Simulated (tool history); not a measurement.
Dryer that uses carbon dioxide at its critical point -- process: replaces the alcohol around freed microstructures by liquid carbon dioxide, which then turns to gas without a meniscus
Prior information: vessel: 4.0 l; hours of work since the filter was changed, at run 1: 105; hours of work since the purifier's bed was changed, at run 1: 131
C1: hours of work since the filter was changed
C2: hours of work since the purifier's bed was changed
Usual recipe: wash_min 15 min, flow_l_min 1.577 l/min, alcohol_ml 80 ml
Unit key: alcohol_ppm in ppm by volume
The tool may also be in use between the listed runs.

Run 1, day 0.000: usual settings; C1 105; C2 131. Result: alcohol_ppm 222 ppm by volume.
Run 2, day 0.288: usual settings; C1 107; C2 133. Result: alcohol_ppm 214 ppm by volume.
Run 3, day 0.654: usual settings; C1 111; C2 137. Result: alcohol_ppm 219 ppm by volume.
Run 4, day 1.221: usual settings but alcohol_ml 52 ml; C1 116; C2 142. Result: alcohol_ppm 155 ppm by volume.
Run 5, day 1.729: usual settings but alcohol_ml 52 ml; C1 121; C2 146. Result: alcohol_ppm 168 ppm by volume.
Run 6, day 2.104: usual settings; C1 124; C2 150. Result: alcohol_ppm 232 ppm by volume.
Run 7, day 2.683: usual settings but wash_min 18 min; C1 129; C2 155. Result: alcohol_ppm 128 ppm by volume.
Run 8, day 2.933: usual settings but wash_min 18 min; C1 132; C2 158. Result: alcohol_ppm 131 ppm by volume.
Run 9, day 3.454: usual settings; C1 136; C2 162. Result: alcohol_ppm 243 ppm by volume.
Run 10, day 3.971: usual settings; C1 141; C2 167. Result: alcohol_ppm 235 ppm by volume.
Run 11, day 4.304: usual settings; C1 144; C2 170. Result: alcohol_ppm 235 ppm by volume.
Run 12, day 4.646: usual settings; C1 147; C2 173. Result: alcohol_ppm 241 ppm by volume.
Run 13, day 4.967: usual settings; C1 150; C2 176. Result: alcohol_ppm 254 ppm by volume.
Run 14, day 5.429: usual settings; C1 155; C2 181. Result: alcohol_ppm 239 ppm by volume.
Run 15, day 5.817: usual settings but wash_min 12 min, flow_l_min 1.460 l/min, alcohol_ml 22 ml; C1 158; C2 184. Result: alcohol_ppm 244 ppm by volume.
Run 16, day 6.362: usual settings; C1 163; C2 189. Result: alcohol_ppm 256 ppm by volume.
Run 17, day 6.771: usual settings but flow_l_min 1.220 l/min, alcohol_ml 115 ml; C1 167; C2 193. Result: alcohol_ppm 834 ppm by volume.
Run 18, day 7.346: usual settings but flow_l_min 1.220 l/min, alcohol_ml 115 ml; C1 172; C2 198. Result: alcohol_ppm 814 ppm by volume.
Run 19, day 7.838: usual settings but flow_l_min 1.220 l/min, alcohol_ml 115 ml; C1 177; C2 203. Result: alcohol_ppm 849 ppm by volume.
Run 20, day 8.225: usual settings but flow_l_min 1.420 l/min; C1 180; C2 206. Result: alcohol_ppm 382 ppm by volume.
Run 21, day 8.746: usual settings but wash_min 16 min, flow_l_min 2.340 l/min, alcohol_ml 61 ml; C1 185; C2 211. Result: alcohol_ppm 95 ppm by volume.
Run 22, day 9.088: usual settings but flow_l_min 0.960 l/min, alcohol_ml 108 ml; C1 188; C2 214. Result: alcohol_ppm 1628 ppm by volume.
Run 23, day 9.679: usual settings but flow_l_min 0.960 l/min, alcohol_ml 108 ml; C1 194; C2 220. Result: alcohol_ppm 1696 ppm by volume.
Run 24, day 10.083: usual settings but wash_min 10 min, flow_l_min 1.850 l/min; C1 198; C2 223. Result: alcohol_ppm 602 ppm by volume.

What does the tool deliver on the next run?
Run 25, day 10.538: usual settings but wash_min 11 min, flow_l_min 0.970 l/min, alcohol_ml 28 ml; C1 202; C2 228. Result: alcohol_ppm ?.

{"run 25": {"alcohol_ppm": 938}}
Without the tool's hidden state the same run would have given alcohol_ppm 742 ppm by volume.
